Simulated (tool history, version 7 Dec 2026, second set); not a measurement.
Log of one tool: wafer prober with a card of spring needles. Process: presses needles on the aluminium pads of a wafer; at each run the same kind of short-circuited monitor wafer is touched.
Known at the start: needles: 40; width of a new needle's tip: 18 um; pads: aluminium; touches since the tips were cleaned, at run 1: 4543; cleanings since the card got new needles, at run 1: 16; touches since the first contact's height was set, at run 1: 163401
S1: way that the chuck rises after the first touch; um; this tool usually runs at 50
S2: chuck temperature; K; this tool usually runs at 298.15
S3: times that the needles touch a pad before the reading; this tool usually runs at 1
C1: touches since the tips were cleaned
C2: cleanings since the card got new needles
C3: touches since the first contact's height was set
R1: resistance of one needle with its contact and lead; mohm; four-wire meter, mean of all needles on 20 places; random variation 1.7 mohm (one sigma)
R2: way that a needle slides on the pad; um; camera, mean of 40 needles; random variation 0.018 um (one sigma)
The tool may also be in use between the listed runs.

Run 1, day 0.000: usual settings; C1 4543; C2 16; C3 163401. Result: R1 175 mohm, R2 8.17 um.
Run 2, day 0.238: usual settings; C1 7435; C2 16; C3 166293. Result: R1 178 mohm, R2 8.15 um.
At day 0.350: tips cleaned on abrasive film.
Run 3, day 0.583: usual settings; C1 2822; C2 17; C3 170389. Result: R1 178 mohm, R2 8.16 um.
Run 4, day 0.867: usual settings; C1 6267; C2 17; C3 173834. Result: R1 177 mohm, R2 8.16 um.
At day 1.096: tips cleaned on abrasive film.
Run 5, day 1.212: usual settings; C1 1395; C2 18; C3 177950. Result: R1 175 mohm, R2 8.15 um.
Run 6, day 1.592: usual settings; C1 5995; C2 18; C3 182550. Result: R1 176 mohm, R2 8.16 um.
At day 1.817: tips cleaned on abrasive film.
Run 7, day 1.933: usual settings; C1 1400; C2 19; C3 186645. Result: R1 178 mohm, R2 8.20 um.
Run 8, day 2.117: usual settings; C1 3618; C2 19; C3 188863. Result: R1 176 mohm, R2 8.20 um.
Run 9, day 2.367: usual settings; C1 6620; C2 19; C3 191865. Result: R1 177 mohm, R2 8.16 um.
At day 2.550: tips cleaned on abrasive film.
Run 10, day 2.783: usual settings; C1 2838; C2 20; C3 196878. Result: R1 180 mohm, R2 8.18 um.
Run 11, day 3.167: usual settings; C1 7472; C2 20; C3 201512. Result: R1 175 mohm, R2 8.17 um.
At day 3.308: tips cleaned on abrasive film.
Run 12, day 3.479: usual settings but S3 3; C1 2101; C2 21; C3 205250. Result: R1 175 mohm, R2 8.19 um.
Run 13, day 3.762: usual settings; C1 5529; C2 21; C3 208678. Result: R1 176 mohm, R2 8.20 um.
Run 14, day 3.983: usual settings but S2 354.15 K; C1 8190; C2 21; C3 211339. Result: R1 189 mohm, R2 8.17 um.
At day 4.046: tips cleaned on abrasive film.
Run 15, day 4.188: usual settings but S2 354.15 K; C1 1737; C2 22; C3 213772. Result: R1 187 mohm, R2 8.21 um.
Run 16, day 4.408: usual settings but S2 306.15 K, S3 2; C1 4391; C2 22; C3 216426. Result: R1 178 mohm, R2 8.24 um.
Run 17, day 4.658: usual settings but S2 306.15 K, S3 2; C1 7425; C2 22; C3 219460. Result: R1 178 mohm, R2 8.26 um.
At day 4.775: tips cleaned on abrasive film.
Run 18, day 4.862: usual settings but S1 36 um, S2 306.15 K; C1 1088; C2 23; C3 221880. Result: R1 185 mohm, R2 5.91 um.
Run 19, day 5.042: usual settings but S1 36 um, S2 306.15 K; C1 3247; C2 23; C3 224039. Result: R1 184 mohm, R2 5.91 um.
Run 20, day 5.354: usual settings but S1 37 um, S2 301.15 K, S3 3; C1 7025; C2 23; C3 227817. Result: R1 182 mohm, R2 6.11 um.
At day 5.512: tips cleaned on abrasive film.
Run 21, day 5.592: usual settings but S1 37 um, S2 301.15 K, S3 3; C1 938; C2 24; C3 230606. Result: R1 182 mohm, R2 6.10 um.
Run 22, day 5.775: usual settings but S1 41 um, S2 320.15 K, S3 2; C1 3199; C2 24; C3 232867. Result: R1 186 mohm, R2 6.78 um.
Run 23, day 5.988: usual settings but S1 43 um, S2 322.15 K, S3 2; C1 5754; C2 24; C3 235422. Result: R1 182 mohm, R2 7.10 um.
Run 24, day 6.167: usual settings but S1 70 um, S2 346.15 K, S3 2; C1 7914; C2 24; C3 237582. Result: R1 181 mohm, R2 11.54 um.
At day 6.238: tips cleaned on abrasive film.
Run 25, day 6.458: usual settings but S1 70 um, S2 346.15 K, S3 2; C1 2642; C2 25; C3 241039. Result: R1 180 mohm, R2 11.59 um.
Run 26, day 6.871: usual settings; C1 7632; C2 25; C3 246029. Result: R1 176 mohm, R2 8.26 um.
At day 6.975: tips cleaned on abrasive film.
Run 27, day 7.158: usual settings but S1 41 um, S3 2; C1 2215; C2 26; C3 249466. Result: R1 180 mohm, R2 6.81 um.
At day 7.204: height of the first contact set anew.
Run 28, day 7.471: usual settings but S1 55 um, S3 2; C1 5861; C2 26; C3 3244. Result: R1 172 mohm, R2 9.17 um.
At day 7.667: gauge calibrated.
At day 7.712: tips cleaned on abrasive film.
Run 29, day 7.712: usual settings but S1 43 um, S2 304.15 K, S3 2; C1 0; C2 27; C3 6112. Result: R1 181 mohm, R2 6.96 um.

Here are 3 independent what-if runs from the current tool condition. What would each one return?
Run A, day 8.042: usual settings but S1 43 um, S2 304.15 K, S3 2; C1 3962; C2 27; C3 10074. Result: R1 ?, R2 ?.
Run B, day 8.042: usual settings but S2 333.15 K, S3 3; C1 3962; C2 27; C3 10074. Result: R1 ?, R2 ?.
Run C, day 8.042: usual settings but S1 34 um, S2 304.15 K; C1 3962; C2 27; C3 10074. Result: R1 ?, R2 ?.

run   R1    R2
  A  182  7.00
  B  185  8.15
  C  186  5.56
With the hidden condition removed and each run's random variation left untouched, the same runs would have given:
run   R1    R2
  A  182  6.99
  B  185  8.14
  C  186  5.56

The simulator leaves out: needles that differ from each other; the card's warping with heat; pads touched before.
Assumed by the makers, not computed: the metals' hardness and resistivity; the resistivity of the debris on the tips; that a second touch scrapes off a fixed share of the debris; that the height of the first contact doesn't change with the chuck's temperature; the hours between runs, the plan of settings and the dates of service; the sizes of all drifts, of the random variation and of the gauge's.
